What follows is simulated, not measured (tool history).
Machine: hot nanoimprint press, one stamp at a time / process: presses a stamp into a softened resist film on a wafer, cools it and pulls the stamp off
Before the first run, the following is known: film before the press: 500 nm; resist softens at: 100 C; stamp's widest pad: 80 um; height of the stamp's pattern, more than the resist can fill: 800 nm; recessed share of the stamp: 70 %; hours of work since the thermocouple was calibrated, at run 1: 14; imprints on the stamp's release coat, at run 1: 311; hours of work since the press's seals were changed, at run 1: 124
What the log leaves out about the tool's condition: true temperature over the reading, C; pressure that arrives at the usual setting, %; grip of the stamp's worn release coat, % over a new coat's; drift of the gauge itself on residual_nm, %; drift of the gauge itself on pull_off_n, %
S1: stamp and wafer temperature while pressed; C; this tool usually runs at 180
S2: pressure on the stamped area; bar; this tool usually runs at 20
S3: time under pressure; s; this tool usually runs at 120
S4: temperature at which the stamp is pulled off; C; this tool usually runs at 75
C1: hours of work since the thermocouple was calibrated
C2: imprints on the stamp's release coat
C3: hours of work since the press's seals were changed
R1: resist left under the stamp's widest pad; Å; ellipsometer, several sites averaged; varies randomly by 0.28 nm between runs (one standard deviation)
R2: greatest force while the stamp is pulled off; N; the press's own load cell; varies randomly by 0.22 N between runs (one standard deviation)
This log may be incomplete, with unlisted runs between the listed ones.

run 1 day=0 | S1=180 S2=20 S3=120 S4=75 | C1=14 C2=311 C3=124 | R1=1845 R2=135.3
run 2 day=0.175 | S1=180 S2=20 S3=120 S4=75 | C1=15 C2=317 C3=126 | R1=1846 R2=135.3
run 3 day=0.504 | S1=180 S2=20 S3=120 S4=63 | C1=19 C2=329 C3=129 | R1=1846 R2=174
run 4 day=0.846 | S1=180 S2=20 S3=120 S4=63 | C1=22 C2=341 C3=133 | R1=1844 R2=174.3
run 5 day=1.229 | S1=180 S2=20 S3=108 S4=75 | C1=26 C2=355 C3=137 | R1=1920 R2=135.3
run 6 day=1.617 | S1=180 S2=20 S3=108 S4=75 | C1=30 C2=369 C3=141 | R1=1917 R2=135.4
run 7 day=2.033 | S1=180 S2=20 S3=108 S4=75 | C1=35 C2=384 C3=145 | R1=1913 R2=136
run 8 day=2.221 | S1=180 S2=15.1 S3=163 S4=75 | C1=37 C2=391 C3=147 | R1=1937 R2=135.4
run 9 day=2.621 | S1=180 S2=15.1 S3=163 S4=75 | C1=41 C2=405 C3=151 | R1=1932 R2=135.4
run 10 day=2.933 | S1=187 S2=20 S3=120 S4=83 | C1=44 C2=417 C3=154 | R1=1519 R2=109.7
run 11 day=3.338 | S1=180 S2=20 S3=215 S4=75 | C1=48 C2=431 C3=159 | R1=1492 R2=135.9
run 12 day=3.542 | S1=180 S2=20 S3=120 S4=65 | C1=50 C2=438 C3=161 | R1=1843 R2=168.9
run 13 day=3.804 | S1=180 S2=20 S3=120 S4=65 | C1=53 C2=448 C3=163 | R1=1852 R2=168

Here are 5 independent what-if runs from the current tool condition. What would each one return?
run A day=4.033 | S1=180 S2=20 S3=120 S4=64 | C1=55 C2=456 C3=166 | R1=? R2=?
run B day=4.033 | S1=188 S2=19.5 S3=74 S4=65 | C1=55 C2=456 C3=166 | R1=? R2=?
run C day=4.033 | S1=180 S2=27.4 S3=103 S4=75 | C1=55 C2=456 C3=166 | R1=? R2=?
run D day=4.033 | S1=178 S2=20 S3=120 S4=79 | C1=55 C2=456 C3=166 | R1=? R2=?
run E day=4.033 | S1=180 S2=20 S3=120 S4=76 | C1=55 C2=456 C3=166 | R1=? R2=?

run=A R1=1841 R2=171.7
run=B R1=1793 R2=168.7
run=C R1=1631 R2=135.9
run=D R1=1949 R2=122.7
run=E R1=1844 R2=132.4
The same runs, with their run-to-run variation unchanged, on a tool lacking any hidden condition would have given:
run=A R1=1841 R2=168.2
run=B R1=1792 R2=165.3
run=C R1=1625 R2=133.3
run=D R1=1949 R2=120.5
run=E R1=1843 R2=130
